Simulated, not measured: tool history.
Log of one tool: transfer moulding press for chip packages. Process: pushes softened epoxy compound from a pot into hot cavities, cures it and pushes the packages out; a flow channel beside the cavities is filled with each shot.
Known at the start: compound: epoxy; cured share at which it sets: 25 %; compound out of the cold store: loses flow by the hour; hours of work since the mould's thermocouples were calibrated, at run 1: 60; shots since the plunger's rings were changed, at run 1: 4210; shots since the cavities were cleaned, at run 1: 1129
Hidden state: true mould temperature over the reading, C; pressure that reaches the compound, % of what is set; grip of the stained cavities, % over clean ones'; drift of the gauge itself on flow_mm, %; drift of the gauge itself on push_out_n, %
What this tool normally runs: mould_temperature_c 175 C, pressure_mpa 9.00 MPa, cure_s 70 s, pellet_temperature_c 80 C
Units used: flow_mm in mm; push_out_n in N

run,day,mould_temperature_c,pressure_mpa,cure_s,pellet_temperature_c,hours of work since the mould's thermocouples were calibrated,shots since the plunger's rings were changed,shots since the cavities were cleaned,incoming compound's hours out of the cold store,flow_mm,push_out_n
1,0.000,175,9.00,70,80,60,4210,1129,23.9,563,775
# day 0.367: cavities cleaned with cleaning compound and waxed
2,0.638,175,9.00,70,80,65,4340,61,39.6,517,864
3,1.454,175,9.00,70,80,73,4526,247,47.3,494,818
4,1.829,175,9.00,70,80,77,4611,332,46.8,498,809
5,2.562,175,9.00,70,80,84,4777,498,14.9,588,838
6,3.308,175,9.00,70,80,92,4947,668,29.3,542,828
7,3.912,175,9.00,70,80,98,5084,805,19.5,570,820
# day 4.183: cavities cleaned with cleaning compound and waxed, once more
8,4.496,175,9.00,70,80,103,5202,71,19.0,572,499
9,4.846,169,9.00,70,80,106,5281,150,43.2,518,685
10,5.229,169,9.00,70,80,110,5368,237,28.9,559,759
11,6.042,169,9.00,70,80,118,5553,422,26.6,562,856
12,6.800,169,9.00,70,80,125,5725,594,10.2,614,962
# day 7.246: plunger's sealing rings changed
13,7.488,169,9.00,70,80,131,54,726,14.9,628,980
14,8.204,169,9.00,70,80,138,217,889,31.1,572,959
15,8.850,175,9.00,78,80,144,363,1035,32.2,557,703
16,9.292,175,9.00,78,80,149,463,1135,34.5,550,717
# day 9.650: cavities cleaned with cleaning compound and waxed
17,10.042,178,9.00,78,84,155,620,89,15.3,598,447
18,10.638,180,7.98,108,86,161,755,224,20.3,545,537
19,11.021,172,9.06,104,81,165,841,310,12.2,625,586
20,11.658,175,9.00,96,87,171,986,455,22.5,581,572
21,12.154,175,9.00,75,87,176,1099,568,17.5,597,676
22,12.917,175,9.00,104,80,184,1272,741,12.1,612,671
23,13.500,175,7.95,100,80,189,1404,873,14.7,570,672
24,14.150,175,7.32,100,75,196,1552,1021,20.0,533,693
# day 15.021: cavities cleaned with cleaning compound and waxed
25,15.021,176,10.13,85,73,204,1736,0,20.7,617,395
26,15.650,176,9.22,85,73,210,1878,142,47.1,514,471
27,16.367,176,9.22,85,73,217,2040,304,25.9,572,559
28,17.158,175,9.09,70,76,225,2220,484,44.3,517,640
29,17.950,181,9.86,54,70,232,2401,665,42.3,531,755
30,18.529,168,9.00,53,80,238,2532,796,23.3,589,1764

How the hidden state differs across the entries between the runs, from the last listed run before each to the first after it:
Logged between run 1 and run 2: cavities cleaned with cleaning compound and waxed (day 0.367)
  true mould temperature over the reading, C: 0.32 -> 0.33; pressure that reaches the compound, % of what is set: 92.81 -> 92.62; grip of the stained cavities, % over clean ones': 77.4 -> 99.8
  difference, measured minus the result without the unlogged condition, flow_mm: -23 -> -21 mm; push_out_n: +333 -> +429 N
Logged between run 7 and run 8: cavities cleaned with cleaning compound and waxed, once more (day 4.183)
  true mould temperature over the reading, C: 0.4 -> 0.41; pressure that reaches the compound, % of what is set: 91.46 -> 91.27; grip of the stained cavities, % over clean ones': 87.8 -> 14.5
  difference, measured minus the result without the unlogged condition, flow_mm: -27 -> -28 mm; push_out_n: +381 -> +58 N
Logged between run 12 and run 13: plunger's sealing rings changed (day 7.246)
  true mould temperature over the reading, C: 0.46 -> 0.48; pressure that reaches the compound, % of what is set: 90.51 -> 99.79; grip of the stained cavities, % over clean ones': 60.8 -> 66.2
  difference, measured minus the result without the unlogged condition, flow_mm: -32 -> -2 mm; push_out_n: +343 -> +372 N
Logged between run 16 and run 17: cavities cleaned with cleaning compound and waxed (day 9.650)
  true mould temperature over the reading, C: 0.52 -> 0.53; pressure that reaches the compound, % of what is set: 99.18 -> 98.93; grip of the stained cavities, % over clean ones': 76.4 -> 15.5
  difference, measured minus the result without the unlogged condition, flow_mm: -3 -> -4 mm; push_out_n: +310 -> +60 N
Logged between run 24 and run 25: cavities cleaned with cleaning compound and waxed (day 15.021)
  true mould temperature over the reading, C: 0.62 -> 0.64; pressure that reaches the compound, % of what is set: 97.53 -> 97.25; grip of the stained cavities, % over clean ones': 74.1 -> 0.9
  difference, measured minus the result without the unlogged condition, flow_mm: -8 -> -10 mm; push_out_n: +293 -> +2 N
